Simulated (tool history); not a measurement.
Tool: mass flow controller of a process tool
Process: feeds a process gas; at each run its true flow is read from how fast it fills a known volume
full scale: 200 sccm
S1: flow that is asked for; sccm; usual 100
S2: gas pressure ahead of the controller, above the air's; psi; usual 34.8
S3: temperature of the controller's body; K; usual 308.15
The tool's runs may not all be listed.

{"run": 1, "day": 0.0, "S1": 100, "S2": 34.8, "S3": 308.15, "true flow (%)": 99.8}
{"run": 2, "day": 9.258, "S1": 100, "S2": 34.8, "S3": 308.15, "true flow (%)": 99.67}
{"run": 3, "day": 19.404, "S1": 100, "S2": 34.8, "S3": 308.15, "true flow (%)": 99.61}
{"run": 4, "day": 25.579, "S1": 100, "S2": 34.8, "S3": 308.15, "true flow (%)": 99.48}
{"run": 5, "day": 35.088, "S1": 100, "S2": 34.8, "S3": 308.15, "true flow (%)": 99.42}
{"run": 6, "day": 45.183, "S1": 100, "S2": 34.8, "S3": 308.15, "true flow (%)": 99.16}
{"run": 7, "day": 57.738, "S1": 100, "S2": 34.8, "S3": 308.15, "true flow (%)": 99.05}
{"run": 8, "day": 64.429, "S1": 100, "S2": 34.8, "S3": 308.15, "true flow (%)": 98.91}
{"run": 9, "day": 72.138, "S1": 63, "S2": 29.2, "S3": 310.15, "true flow (%)": 98.74}
{"run": 10, "day": 79.421, "S1": 169, "S2": 20.9, "S3": 308.15, "true flow (%)": 99.47}
{"run": 11, "day": 85.942, "S1": 100, "S2": 38.3, "S3": 300.15, "true flow (%)": 97.93}
{"run": 12, "day": 98.55, "S1": 100, "S2": 38.3, "S3": 300.15, "true flow (%)": 97.67}
{"run": 13, "day": 111.079, "S1": 100, "S2": 38.3, "S3": 300.15, "true flow (%)": 97.62}
{"run": 14, "day": 118.65, "S1": 100, "S2": 38.3, "S3": 300.15, "true flow (%)": 97.42}
{"run": 15, "day": 128.608, "S1": 100, "S2": 38.3, "S3": 300.15, "true flow (%)": 97.28}
{"run": 16, "day": 137.117, "S1": 100, "S2": 38.3, "S3": 300.15, "true flow (%)": 97.26}

Measured less the same run without the tool's hidden state. The same run-to-run variation is in both; the gauge's scatter may not be:
The hidden state here: flow at rest that the sensor doesn't see, % of full scale; true flow over the shown one, %; drift of the gauge itself on true_pct, %.
run=1 true_flow_(%)=-0.59
run=2 true_flow_(%)=-0.7
run=3 true_flow_(%)=-0.84
run=4 true_flow_(%)=-0.92
run=5 true_flow_(%)=-1.04
run=6 true_flow_(%)=-1.16
run=7 true_flow_(%)=-1.32
run=8 true_flow_(%)=-1.4
run=9 true_flow_(%)=-1.72
run=10 true_flow_(%)=-1.42
run=11 true_flow_(%)=-1.67
run=12 true_flow_(%)=-1.83
run=13 true_flow_(%)=-2
run=14 true_flow_(%)=-2.09
run=15 true_flow_(%)=-2.21
run=16 true_flow_(%)=-2.32
